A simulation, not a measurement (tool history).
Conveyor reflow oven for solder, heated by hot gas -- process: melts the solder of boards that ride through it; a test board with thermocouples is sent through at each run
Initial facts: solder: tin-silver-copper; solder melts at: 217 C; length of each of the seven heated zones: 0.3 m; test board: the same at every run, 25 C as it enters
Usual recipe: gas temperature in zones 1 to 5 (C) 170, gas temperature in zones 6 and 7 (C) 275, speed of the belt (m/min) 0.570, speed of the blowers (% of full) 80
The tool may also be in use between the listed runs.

run    day  gas temperature in zones 1 to 5 (C)  gas temperature in zones 6 and 7 (C)  speed of the belt (m/min)  speed of the blowers (% of full)  highest temperature of the board (C)  time above the solder's melting point (s)
  1  0.000                                  170                                   275                      0.570                                80                                 260.3                                       51.1
  2  0.292                                  170                                   275                      0.570                                80                                 260.4                                       50.9
  3  0.475                                  170                                   275                      0.570                                80                                 261.4                                       51.1
  4  0.729                                  170                                   275                      0.570                                80                                 260.6                                       51.0
  5  1.038                                  170                                   275                      0.570                                80                                 260.3                                       51.3
  6  1.371                                  170                                   275                      0.570                                71                                 258.6                                       49.8
  7  1.679                                  170                                   275                      0.570                                80                                 260.3                                       51.0
  8  1.958                                  170                                   275                      0.570                                80                                 260.5                                       51.2
  9  2.238                                  170                                   275                      0.570                                80                                 260.3                                       51.3
 10  2.571                                  170                                   275                      0.570                                80                                 259.8                                       51.0
 11  2.829                                  170                                   275                      0.570                                80                                 260.6                                       50.9
 12  3.158                                  170                                   275                      0.570                                80                                 261.2                                       50.8
 13  3.417                                  170                                   275                      0.570                                80                                 260.3                                       51.1
 14  3.800                                  177                                   275                      0.570                                80                                 261.1                                       53.3
 15  4.162                                  177                                   275                      0.570                                80                                 261.5                                       53.3
 16  4.412                                  170                                   289                      0.574                                80                                 272.6                                       55.9
 17  4.612                                  156                                   289                      0.574                                77                                 269.7                                       50.9
 18  4.938                                  180                                   278                      0.588                                81                                 264.1                                       53.4
 19  5.271                                  180                                   278                      0.588                                81                                 262.9                                       53.4
 20  5.442                                  174                                   278                      0.588                                81                                 262.0                                       51.3
 21  5.650                                  164                                   275                      0.570                                60                                 253.4                                       45.1
 22  5.971                                  181                                   266                      0.595                                87                                 253.1                                       48.9
 23  6.221                                  170                                   287                      0.606                                64                                 263.8                                       49.0
 24  6.504                                  175                                   272                      0.673                                56                                 246.0                                       35.0
 25  6.733                                  170                                   275                      0.615                                80                                 257.9                                       45.6
 26  6.921                                  170                                   272                      0.615                                73                                 252.6                                       43.4
 27  7.158                                  170                                   272                      0.615                                73                                 253.3                                       43.3
 28  7.433                                  171                                   264                      0.570                                80                                 250.1                                       46.0
 29  7.750                                  178                                   264                      0.570                                70                                 249.3                                       47.4
 30  8.021                                  178                                   264                      0.652                                70                                 245.3                                       37.9

5 options for the next run, each taken on its own from the tool as it stands now. Forecast them:
  A  8.312                                  159                                   275                      0.500                                83                                     ?                                          ?
  B  8.312                                  170                                   288                      0.491                                80                                     ?                                          ?
  C  8.312                                  178                                   276                      0.652                                70                                     ?                                          ?
  D  8.312                                  173                                   278                      0.602                                80                                     ?                                          ?
  E  8.312                                  178                                   264                      0.652                                82                                     ?                                          ?

run  highest temperature of the board (C)  time above the solder's melting point (s)
  A                                 262.6                                       57.5
  B                                 277.2                                       66.8
  C                                 255.2                                       43.3
  D                                 261.6                                       49.0
  E                                 247.4                                       40.0
The same runs, with their run-to-run variation unchanged, on a tool lacking any hidden condition would have given:
run  highest temperature of the board (C)  time above the solder's melting point (s)
  A                                 266.1                                       59.5
  B                                 280.5                                       67.8
  C                                 259.1                                       45.3
  D                                 265.5                                       50.8
  E                                 251.0                                       42.6
